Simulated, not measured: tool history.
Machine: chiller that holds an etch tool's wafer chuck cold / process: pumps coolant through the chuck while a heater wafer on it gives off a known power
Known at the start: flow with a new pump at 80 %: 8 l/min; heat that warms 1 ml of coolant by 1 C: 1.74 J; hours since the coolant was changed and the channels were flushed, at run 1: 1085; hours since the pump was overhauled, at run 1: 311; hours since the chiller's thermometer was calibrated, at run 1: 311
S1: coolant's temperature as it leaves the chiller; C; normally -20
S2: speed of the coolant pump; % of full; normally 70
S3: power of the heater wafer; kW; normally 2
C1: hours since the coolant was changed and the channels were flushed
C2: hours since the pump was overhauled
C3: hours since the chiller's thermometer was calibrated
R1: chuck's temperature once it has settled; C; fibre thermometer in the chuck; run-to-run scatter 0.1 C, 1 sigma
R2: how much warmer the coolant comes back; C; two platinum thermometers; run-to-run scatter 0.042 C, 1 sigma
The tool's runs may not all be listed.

run   hour   S1  S2     S3    C1   C2   C3     R1     R2
  1      0  -20  70      2  1085  311  311   10.1  10.01
  2   32.2  -21  70      2  1118  344  344      9  10.06
  3   81.3  -20  72      2  1167  393  393    9.1   9.82
  4  133.9  -20  70      2  1219  445  445   10.1  10.11
  5  158.5  -20  70      2  1244  470  470   10.2  10.09
  6  184.1  -27  70  1.131  1270  495  495   -9.9   5.68
  7  235.1  -28  78  1.066  1320  546  546  -13.6   4.83
  8  262.3  -28  64  1.066  1348  574  574  -10.4   5.94
  9  314.3  -28  64  1.066  1400  626  626  -10.3   5.97
 10  367.4  -25  81  1.066  1453  679  679    -11   4.56

Predict each of these 3 candidate next runs independently; none follows another, all start after run 10:
  A  413.8  -20  85  1.601  1499  725  725   ?   ?
  B  413.8  -19  81  1.066  1499  725  725   ?   ?
  C  413.8  -27  70      2  1499  725  725   ?   ?

run    R1     R2
  A     0   6.57
  B  -4.9   4.58
  C   3.6  10.06
Stripped of hidden state, with their random variation kept, the same runs would have yielded:
run    R1    R2
  A  -1.2  6.47
  B  -5.6  4.51
  C   1.8  9.91

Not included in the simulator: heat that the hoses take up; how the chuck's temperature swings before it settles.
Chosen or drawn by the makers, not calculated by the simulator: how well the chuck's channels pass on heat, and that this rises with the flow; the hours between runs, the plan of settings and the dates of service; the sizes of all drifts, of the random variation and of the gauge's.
